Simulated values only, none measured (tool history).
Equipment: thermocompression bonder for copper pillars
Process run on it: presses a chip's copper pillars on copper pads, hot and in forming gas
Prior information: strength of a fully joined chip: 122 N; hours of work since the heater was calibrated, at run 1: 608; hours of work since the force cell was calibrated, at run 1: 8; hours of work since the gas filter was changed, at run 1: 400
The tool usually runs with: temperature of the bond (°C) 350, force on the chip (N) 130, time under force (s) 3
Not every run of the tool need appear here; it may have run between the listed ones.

run	hour	temperature of the bond (°C)	force on the chip (N)	time under force (s)	hours of work since the heater was calibrated	hours of work since the force cell was calibrated	hours of work since the gas filter was changed	force that shears a chip off (N)
1	0.0	350	130	3	608	8	400	86.6
2	35.9	350	130	3	633	34	425	86.4
3	60.9	350	169	3	651	51	443	99.9
4	97.9	356	130	3	677	77	469	88.6
# hour 115.4: forming gas filter changed
5	142.6	350	130	3	708	109	19	87.4
6	190.4	376	130	3	742	143	53	97.1
7	218.3	376	130	3	762	162	73	95.7
8	266.1	376	130	3	795	196	107	97.2
9	296.9	356	130	3	817	218	128	89.5
10	322.2	356	130	3	835	236	146	89.8
11	352.9	356	105	3	857	258	168	76.1
12	396.0	369	105	3	887	288	198	82.1
13	438.9	369	105	3	918	318	229	80.8
14	465.1	369	105	4	936	337	247	88.1
15	510.3	369	132	3	968	369	279	95.3
16	557.3	340	132	3	1001	402	313	82.4
17	592.5	346	110	8	1026	427	337	95.0
18	620.8	346	110	8	1046	447	357	95.8
19	650.9	321	132	2	1068	468	379	66.1
20	693.2	338	130	3	1097	498	409	81.3
21	738.9	338	130	3	1130	531	441	80.6
22	782.7	338	130	3	1161	562	472	81.6
# hour 796.8: forming gas filter changed
23	824.3	338	130	3	1190	591	19	81.3
24	864.1	343	130	8	1218	619	48	102.7

Here are 4 independent what-if runs from the current tool condition. What would each one return?
A	906.4	322	144	4	1248	649	77	?
B	906.4	343	163	7	1248	649	77	?
C	906.4	337	130	8	1248	649	77	?
D	906.4	353	161	6	1248	649	77	?

run	force that shears a chip off (N)
A	85.7
B	110.8
C	101.4
D	110.0
What these runs would have given with no unlogged condition in the tool:
run	force that shears a chip off (N)
A	85.6
B	110.8
C	101.4
D	110.0
